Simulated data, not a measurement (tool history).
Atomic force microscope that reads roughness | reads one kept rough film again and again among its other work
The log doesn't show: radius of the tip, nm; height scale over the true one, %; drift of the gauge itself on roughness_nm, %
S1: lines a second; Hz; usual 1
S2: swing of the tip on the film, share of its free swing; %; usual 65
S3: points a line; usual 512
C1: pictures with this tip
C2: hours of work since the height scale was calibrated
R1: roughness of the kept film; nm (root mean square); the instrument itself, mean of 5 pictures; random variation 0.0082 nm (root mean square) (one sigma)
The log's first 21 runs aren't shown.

run    hour    S1  S2   S3   C1    C2     R1
      964.5  -- new tip fitted
 22   985.9  0.59  58  374   46   906   1.77
 23  1021.3  0.86  65  534  122   928   1.67
 24    1045  0.86  65  534  173   943  1.628
     1088.4  -- new tip fitted
 25  1090.8     1  69  690    5   971   1.77
 26  1148.3  1.59  56  277  128  1007  1.645
 27  1181.3  1.59  56  277  199  1027  1.562
       1216  -- new tip fitted
 28  1240.3     1  82  512   52  1064  1.675
 29  1283.4     1  82  512  144  1090  1.575
 30  1318.2     1  82  512  219  1112  1.503
     1341.8  -- new tip fitted
 31  1367.7  1.43  65  540   56  1142  1.707
 32  1393.8  3.73  83  512  112  1158   1.33
 33  1445.1  2.89  65  512  222  1190  1.488
       1465  -- new tip fitted
 34  1479.2  0.56  65  552   30  1211  1.789
 35  1511.8  0.52  85  512  100  1231  1.655

5 ways to go on from here, each from the tool as it stands after run 35. What would each give?
  A  1559.8  0.52  59  512  203  1261   ?
  B  1559.8  2.11  65  512  203  1261   ?
  C  1559.8     1  86  627  203  1261   ?
  D  1559.8     1  65  406  203  1261   ?
  E  1559.8  3.32  89  668  203  1261   ?

run     R1
  A  1.605
  B  1.519
  C  1.484
  D  1.558
  E  1.203
Without the tool's hidden state the same runs would have given:
run     R1
  A   1.82
  B  1.724
  C  1.683
  D  1.767
  E  1.365

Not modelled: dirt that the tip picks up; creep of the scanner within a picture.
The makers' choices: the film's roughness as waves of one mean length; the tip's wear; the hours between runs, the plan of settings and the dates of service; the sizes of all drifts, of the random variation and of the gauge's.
